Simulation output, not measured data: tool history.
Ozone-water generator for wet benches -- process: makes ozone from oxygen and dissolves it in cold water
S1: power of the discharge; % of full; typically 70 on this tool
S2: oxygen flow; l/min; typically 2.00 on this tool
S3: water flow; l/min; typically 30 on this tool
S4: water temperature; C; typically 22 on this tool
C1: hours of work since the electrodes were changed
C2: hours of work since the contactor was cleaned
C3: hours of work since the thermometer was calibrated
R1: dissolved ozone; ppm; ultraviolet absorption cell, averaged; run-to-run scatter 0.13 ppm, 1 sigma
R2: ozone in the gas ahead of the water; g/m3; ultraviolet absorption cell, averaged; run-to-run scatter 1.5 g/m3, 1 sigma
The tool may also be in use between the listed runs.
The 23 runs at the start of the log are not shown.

run,hour,S1,S2,S3,S4,C1,C2,C3,R1,R2
24,3370.0,98,2.00,46,22,3121,161,3609,10.9,348.3
25,3465.8,86,2.00,30,26,3185,225,3673,14.3,310.4
26,3653.7,95,3.01,30,22,3311,350,3799,17.8,273.0
27,3827.4,95,3.01,30,22,3427,466,3915,17.8,271.4
28,3989.9,69,2.00,30,17,3535,575,4023,12.8,263.4
29,4110.9,69,2.00,30,17,3616,656,4104,12.7,260.7
30,4271.2,69,2.00,30,17,3723,763,4211,12.7,264.2
31,4463.8,93,1.28,25,17,3852,891,4340,16.7,419.1
32,4541.6,59,2.00,30,22,3904,943,4392,10.9,229.3

Consider 5 possible next runs. They are alternatives, not a sequence: every one starts from the tool as it was left by run 32. What does each give?
A,4690.4,96,2.00,48,15,4003,1043,4491,?,?
B,4690.4,70,3.11,24,22,4003,1043,4491,?,?
C,4690.4,70,2.00,41,30,4003,1043,4491,?,?
D,4690.4,70,1.72,30,22,4003,1043,4491,?,?
E,4690.4,59,2.00,30,18,4003,1043,4491,?,?

run,R1,R2
A,10.5,338.7
B,16.9,208.6
C,8.8,262.3
D,12.1,285.7
E,11.1,228.5
With no hidden state in the tool, these same runs would have given:
run,R1,R2
A,10.5,351.5
B,16.9,216.3
C,8.8,272.0
D,12.1,296.3
E,11.1,236.9
